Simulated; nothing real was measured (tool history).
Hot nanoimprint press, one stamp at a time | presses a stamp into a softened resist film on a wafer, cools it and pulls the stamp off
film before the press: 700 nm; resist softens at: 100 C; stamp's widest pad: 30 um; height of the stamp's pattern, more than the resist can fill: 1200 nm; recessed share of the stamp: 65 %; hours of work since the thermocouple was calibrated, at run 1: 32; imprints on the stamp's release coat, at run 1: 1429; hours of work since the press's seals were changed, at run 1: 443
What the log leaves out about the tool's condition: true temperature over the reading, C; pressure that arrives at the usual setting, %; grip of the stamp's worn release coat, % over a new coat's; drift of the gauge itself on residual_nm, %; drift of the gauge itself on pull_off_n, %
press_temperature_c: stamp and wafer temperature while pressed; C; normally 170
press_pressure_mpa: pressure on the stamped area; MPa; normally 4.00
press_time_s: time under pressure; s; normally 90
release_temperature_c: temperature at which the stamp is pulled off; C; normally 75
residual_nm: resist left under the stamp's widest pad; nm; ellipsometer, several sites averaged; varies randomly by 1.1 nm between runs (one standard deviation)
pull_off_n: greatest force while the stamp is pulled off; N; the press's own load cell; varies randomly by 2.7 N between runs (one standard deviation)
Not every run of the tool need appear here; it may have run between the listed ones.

| run | day | press_temperature_c | press_pressure_mpa | press_time_s | release_temperature_c | hours of work since the thermocouple was calibrated | imprints on the stamp's release coat | hours of work since the press's seals were changed | residual_nm | pull_off_n |
|---|---|---|---|---|---|---|---|---|---|---|
| 1 | 0.000 | 170 | 4.00 | 90 | 75 | 32 | 1429 | 443 | 391.4 | 122 |
| 2 | 0.992 | 170 | 4.00 | 90 | 75 | 47 | 1525 | 458 | 392.9 | 130 |
| 3 | 2.442 | 170 | 3.15 | 90 | 75 | 69 | 1664 | 480 | 430.6 | 126 |
| 4 | 3.575 | 170 | 4.00 | 90 | 75 | 86 | 1773 | 497 | 392.9 | 127 |
|  | 4.100 | stamp cleaned and given a new release coat |
| 5 | 5.592 | 170 | 4.00 | 90 | 75 | 112 | 143 | 523 | 392.4 | 128 |
| 6 | 7.004 | 170 | 4.00 | 90 | 75 | 133 | 279 | 544 | 391.2 | 132 |

Run 7 has not been measured yet. What should we expect?
| 7 | 7.875 | 170 | 4.00 | 126 | 63 | 146 | 363 | 557 | ? | ? |

residual_nm: 348.4 nm
pull_off_n: 170 N
Had the tool carried no hidden state, the very same run would have given residual_nm 347.1 nm, pull_off_n 169 N.

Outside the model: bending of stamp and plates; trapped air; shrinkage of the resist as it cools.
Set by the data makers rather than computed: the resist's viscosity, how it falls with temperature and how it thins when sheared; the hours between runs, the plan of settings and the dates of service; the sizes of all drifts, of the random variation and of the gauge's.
